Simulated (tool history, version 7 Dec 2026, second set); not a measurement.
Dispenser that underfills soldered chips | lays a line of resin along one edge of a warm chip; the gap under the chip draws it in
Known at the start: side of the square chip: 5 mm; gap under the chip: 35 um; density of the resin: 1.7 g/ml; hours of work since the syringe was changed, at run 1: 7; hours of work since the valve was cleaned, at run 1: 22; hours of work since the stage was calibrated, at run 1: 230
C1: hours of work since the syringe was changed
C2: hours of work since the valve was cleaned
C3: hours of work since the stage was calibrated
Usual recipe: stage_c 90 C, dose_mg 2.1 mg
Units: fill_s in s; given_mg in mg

run 1 day=0 | stage_c=90 dose_mg=2.1 | C1=7 C2=22 C3=230 | fill_s=21.7 given_mg=2.07
-- day=0.254 new syringe of resin
run 2 day=0.467 | stage_c=90 dose_mg=2.1 | C1=4 C2=30 C3=238 | fill_s=20.2 given_mg=2.04
-- day=0.933 new syringe of resin
run 3 day=1.021 | stage_c=90 dose_mg=2.1 | C1=2 C2=39 C3=248 | fill_s=19.2 given_mg=2.05
run 4 day=1.283 | stage_c=90 dose_mg=2.1 | C1=6 C2=44 C3=252 | fill_s=22.2 given_mg=2.02
-- day=1.604 new syringe of resin
run 5 day=1.879 | stage_c=90 dose_mg=2.05 | C1=5 C2=54 C3=263 | fill_s=21.2 given_mg=1.97
-- day=2.292 new syringe of resin
run 6 day=2.446 | stage_c=90 dose_mg=2.05 | C1=3 C2=64 C3=272 | fill_s=19.3 given_mg=1.97
run 7 day=2.733 | stage_c=90 dose_mg=2.05 | C1=8 C2=69 C3=277 | fill_s=22.3 given_mg=1.92
-- day=2.962 new syringe of resin
run 8 day=3 | stage_c=90 dose_mg=2.05 | C1=1 C2=74 C3=282 | fill_s=18.3 given_mg=1.93
run 9 day=3.425 | stage_c=82 dose_mg=2.1 | C1=8 C2=81 C3=289 | fill_s=29.9 given_mg=1.97
-- day=3.658 new syringe of resin
run 10 day=3.992 | stage_c=82 dose_mg=2.1 | C1=6 C2=91 C3=299 | fill_s=26.7 given_mg=1.95
-- day=4.35 new syringe of resin
run 11 day=4.512 | stage_c=82 dose_mg=2.1 | C1=3 C2=100 C3=308 | fill_s=25.8 given_mg=1.95
-- day=4.642 dispensing valve cleaned and set on the balance
-- day=5.075 new syringe of resin
run 12 day=5.075 | stage_c=90 dose_mg=2.1 | C1=0 C2=7 C3=317 | fill_s=17.7 given_mg=2.07
run 13 day=5.429 | stage_c=90 dose_mg=2.65 | C1=6 C2=14 C3=323 | fill_s=20.8 given_mg=2.61
-- day=5.775 new syringe of resin
run 14 day=6.008 | stage_c=96 dose_mg=2.65 | C1=4 C2=24 C3=333 | fill_s=16.3 given_mg=2.58
run 15 day=6.288 | stage_c=96 dose_mg=2.65 | C1=9 C2=29 C3=338 | fill_s=19.7 given_mg=2.57
-- day=6.458 new syringe of resin
run 16 day=6.629 | stage_c=96 dose_mg=2.65 | C1=3 C2=34 C3=344 | fill_s=15.4 given_mg=2.59
run 17 day=6.908 | stage_c=90 dose_mg=2.1 | C1=8 C2=39 C3=349 | fill_s=23 given_mg=2.04
-- day=7.154 new syringe of resin
run 18 day=7.25 | stage_c=78 dose_mg=2.47 | C1=2 C2=45 C3=355 | fill_s=25.7 given_mg=2.4
run 19 day=7.638 | stage_c=93 dose_mg=2.41 | C1=9 C2=52 C3=362 | fill_s=20.3 given_mg=2.35
-- day=7.858 new syringe of resin
run 20 day=8.138 | stage_c=93 dose_mg=2.41 | C1=5 C2=61 C3=370 | fill_s=18.2 given_mg=2.31
-- day=8.538 new syringe of resin
run 21 day=8.592 | stage_c=93 dose_mg=2.41 | C1=1 C2=68 C3=378 | fill_s=15.9 given_mg=2.3
run 22 day=8.971 | stage_c=93 dose_mg=2.41 | C1=8 C2=75 C3=385 | fill_s=19.6 given_mg=2.29
-- day=9.238 new syringe of resin
run 23 day=9.529 | stage_c=98 dose_mg=2.27 | C1=5 C2=85 C3=394 | fill_s=16 given_mg=2.13
-- day=9.917 new syringe of resin
run 24 day=9.958 | stage_c=81 dose_mg=1.87 | C1=1 C2=92 C3=402 | fill_s=24.5 given_mg=1.74
run 25 day=10.454 | stage_c=91 dose_mg=2.47 | C1=9 C2=101 C3=411 | fill_s=24 given_mg=2.29
-- day=10.546 dispensing valve cleaned and set on the balance
-- day=10.638 new syringe of resin
run 26 day=11.038 | stage_c=97 dose_mg=2.43 | C1=7 C2=8 C3=420 | fill_s=17.3 given_mg=2.43
-- day=11.354 new syringe of resin
run 27 day=11.429 | stage_c=104 dose_mg=1.86 | C1=1 C2=15 C3=427 | fill_s=12.9 given_mg=1.83
run 28 day=11.971 | stage_c=100 dose_mg=2.34 | C1=11 C2=25 C3=436 | fill_s=18 given_mg=2.31
-- day=12.046 new syringe of resin
run 29 day=12.25 | stage_c=89 dose_mg=2.1 | C1=4 C2=29 C3=441 | fill_s=20.5 given_mg=2.08
run 30 day=12.533 | stage_c=76 dose_mg=2.34 | C1=9 C2=34 C3=446 | fill_s=34.6 given_mg=2.32
-- day=12.721 new syringe of resin
run 31 day=13.054 | stage_c=83 dose_mg=2.13 | C1=6 C2=43 C3=455 | fill_s=25.8 given_mg=2.07
-- day=13.417 new syringe of resin
run 32 day=13.662 | stage_c=89 dose_mg=2.17 | C1=4 C2=54 C3=465 | fill_s=20.1 given_mg=2.07
run 33 day=13.925 | stage_c=98 dose_mg=2.17 | C1=9 C2=59 C3=470 | fill_s=18.5 given_mg=2.09
-- day=14.104 new syringe of resin
run 34 day=14.488 | stage_c=101 dose_mg=2.07 | C1=7 C2=68 C3=480 | fill_s=15.7 given_mg=1.98

Table of differences, measured result less the result of that run with no hidden state. Run-to-run variation is the same in both. Gauge scatter possibly is not:
Hidden conditions of the tool in this case: resin's viscosity, % of fresh resin's; dose that the valve gives, % of what is set; true chip temperature over the reading, C; drift of the gauge itself on fill_s, %; drift of the gauge itself on given_mg, %.
run=1 fill_s=+4.2 given_mg=-0.03
run=2 fill_s=+1.5 given_mg=-0.05
run=3 fill_s=+0.7 given_mg=-0.06
run=4 fill_s=+4 given_mg=-0.07
run=5 fill_s=+2.8 given_mg=-0.09
run=6 fill_s=+1.2 given_mg=-0.09
run=7 fill_s=+4.6 given_mg=-0.11
run=8 fill_s=+0.1 given_mg=-0.1
run=9 fill_s=+6.7 given_mg=-0.12
run=10 fill_s=+3.8 given_mg=-0.14
run=11 fill_s=+1.6 given_mg=-0.15
run=12 fill_s=-0.7 given_mg=-0.02
run=13 fill_s=+3.2 given_mg=-0.03
run=14 fill_s=+1.6 given_mg=-0.05
run=15 fill_s=+4.5 given_mg=-0.07
run=16 fill_s=+0.9 given_mg=-0.07
run=17 fill_s=+4.8 given_mg=-0.06
run=18 fill_s=-0.1 given_mg=-0.09
run=19 fill_s=+4.3 given_mg=-0.09
run=20 fill_s=+2 given_mg=-0.11
run=21 fill_s=-0.5 given_mg=-0.12
run=22 fill_s=+3.5 given_mg=-0.13
run=23 fill_s=+1.7 given_mg=-0.14
run=24 fill_s=+0.2 given_mg=-0.13
run=25 fill_s=+5.8 given_mg=-0.18
run=26 fill_s=+2.9 given_mg=-0.01
run=27 fill_s=+0.1 given_mg=-0.02
run=28 fill_s=+5.1 given_mg=-0.04
run=29 fill_s=+1.4 given_mg=-0.04
run=30 fill_s=+7.1 given_mg=-0.05
run=31 fill_s=+3.6 given_mg=-0.07
run=32 fill_s=+1.7 given_mg=-0.09
run=33 fill_s=+4 given_mg=-0.09
run=34 fill_s=+2.3 given_mg=-0.1
